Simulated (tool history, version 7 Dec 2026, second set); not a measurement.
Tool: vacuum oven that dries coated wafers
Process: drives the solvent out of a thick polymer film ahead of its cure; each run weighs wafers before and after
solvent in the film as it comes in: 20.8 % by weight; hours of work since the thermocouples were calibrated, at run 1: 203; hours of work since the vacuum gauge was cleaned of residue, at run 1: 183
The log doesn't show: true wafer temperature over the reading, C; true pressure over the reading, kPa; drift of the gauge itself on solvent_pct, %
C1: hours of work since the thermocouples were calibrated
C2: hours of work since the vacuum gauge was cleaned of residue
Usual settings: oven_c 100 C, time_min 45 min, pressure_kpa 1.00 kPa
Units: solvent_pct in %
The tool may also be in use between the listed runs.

{"run": 1, "hour": 0.0, "oven_c": 100, "time_min": 45, "pressure_kpa": 1.0, "C1": 203, "C2": 183, "solvent_pct": 1.53}
{"run": 2, "hour": 13.2, "oven_c": 100, "time_min": 45, "pressure_kpa": 1.02, "C1": 211, "C2": 191, "solvent_pct": 1.49}
{"run": 3, "hour": 31.8, "oven_c": 92, "time_min": 45, "pressure_kpa": 1.0, "C1": 222, "C2": 203, "solvent_pct": 3.12}
{"run": 4, "hour": 51.7, "oven_c": 92, "time_min": 32, "pressure_kpa": 1.0, "C1": 234, "C2": 215, "solvent_pct": 5.09}
{"run": 5, "hour": 64.3, "oven_c": 110, "time_min": 32, "pressure_kpa": 1.0, "C1": 242, "C2": 222, "solvent_pct": 1.15}
{"run": 6, "hour": 80.8, "oven_c": 110, "time_min": 32, "pressure_kpa": 1.0, "C1": 252, "C2": 232, "solvent_pct": 1.13}
{"run": 7, "hour": 93.6, "oven_c": 110, "time_min": 32, "pressure_kpa": 1.0, "C1": 259, "C2": 240, "solvent_pct": 1.08}
{"run": 8, "hour": 112.8, "oven_c": 110, "time_min": 32, "pressure_kpa": 1.0, "C1": 271, "C2": 251, "solvent_pct": 1.07}
{"run": 9, "hour": 125.4, "oven_c": 110, "time_min": 32, "pressure_kpa": 1.0, "C1": 279, "C2": 259, "solvent_pct": 1.1}
{"run": 10, "hour": 150.2, "oven_c": 110, "time_min": 32, "pressure_kpa": 1.0, "C1": 294, "C2": 274, "solvent_pct": 1.2}
{"run": 11, "hour": 169.6, "oven_c": 110, "time_min": 32, "pressure_kpa": 1.0, "C1": 305, "C2": 286, "solvent_pct": 1.13}
{"run": 12, "hour": 184.8, "oven_c": 110, "time_min": 32, "pressure_kpa": 1.0, "C1": 315, "C2": 295, "solvent_pct": 1.14}
{"run": 13, "hour": 205.8, "oven_c": 92, "time_min": 46, "pressure_kpa": 2.81, "C1": 327, "C2": 308, "solvent_pct": 3.99}
{"run": 14, "hour": 226.0, "oven_c": 86, "time_min": 42, "pressure_kpa": 1.24, "C1": 339, "C2": 320, "solvent_pct": 5.65}
{"run": 15, "hour": 241.0, "oven_c": 99, "time_min": 62, "pressure_kpa": 1.08, "C1": 349, "C2": 329, "solvent_pct": 1.02}
{"run": 16, "hour": 257.9, "oven_c": 99, "time_min": 62, "pressure_kpa": 1.08, "C1": 359, "C2": 339, "solvent_pct": 0.99}
{"run": 17, "hour": 270.1, "oven_c": 108, "time_min": 70, "pressure_kpa": 0.62, "C1": 366, "C2": 347, "solvent_pct": 0.26}
{"run": 18, "hour": 282.2, "oven_c": 108, "time_min": 70, "pressure_kpa": 0.62, "C1": 373, "C2": 354, "solvent_pct": 0.22}
{"run": 19, "hour": 302.2, "oven_c": 104, "time_min": 66, "pressure_kpa": 3.95, "C1": 386, "C2": 366, "solvent_pct": 1.71}
{"run": 20, "hour": 319.6, "oven_c": 104, "time_min": 66, "pressure_kpa": 3.95, "C1": 396, "C2": 376, "solvent_pct": 1.75}
{"run": 21, "hour": 339.0, "oven_c": 93, "time_min": 45, "pressure_kpa": 0.68, "C1": 408, "C2": 388, "solvent_pct": 2.91}

Forecast each of these 5 alternatives for the next run:
{"run": "A", "hour": 351.6, "oven_c": 102, "time_min": 44, "pressure_kpa": 1.0, "C1": 415, "C2": 396, "solvent_pct": "?"}
{"run": "B", "hour": 351.6, "oven_c": 93, "time_min": 45, "pressure_kpa": 0.67, "C1": 415, "C2": 396, "solvent_pct": "?"}
{"run": "C", "hour": 351.6, "oven_c": 107, "time_min": 35, "pressure_kpa": 1.9, "C1": 415, "C2": 396, "solvent_pct": "?"}
{"run": "D", "hour": 351.6, "oven_c": 100, "time_min": 45, "pressure_kpa": 1.86, "C1": 415, "C2": 396, "solvent_pct": "?"}
{"run": "E", "hour": 351.6, "oven_c": 89, "time_min": 57, "pressure_kpa": 2.55, "C1": 415, "C2": 396, "solvent_pct": "?"}

run=A solvent_pct=1.38
run=B solvent_pct=2.87
run=C solvent_pct=1.57
run=D solvent_pct=2.00
run=E solvent_pct=4.00
Without the tool's hidden state the same runs would have given:
run=A solvent_pct=1.20
run=B solvent_pct=2.56
run=C solvent_pct=1.39
run=D solvent_pct=1.78
run=E solvent_pct=3.66

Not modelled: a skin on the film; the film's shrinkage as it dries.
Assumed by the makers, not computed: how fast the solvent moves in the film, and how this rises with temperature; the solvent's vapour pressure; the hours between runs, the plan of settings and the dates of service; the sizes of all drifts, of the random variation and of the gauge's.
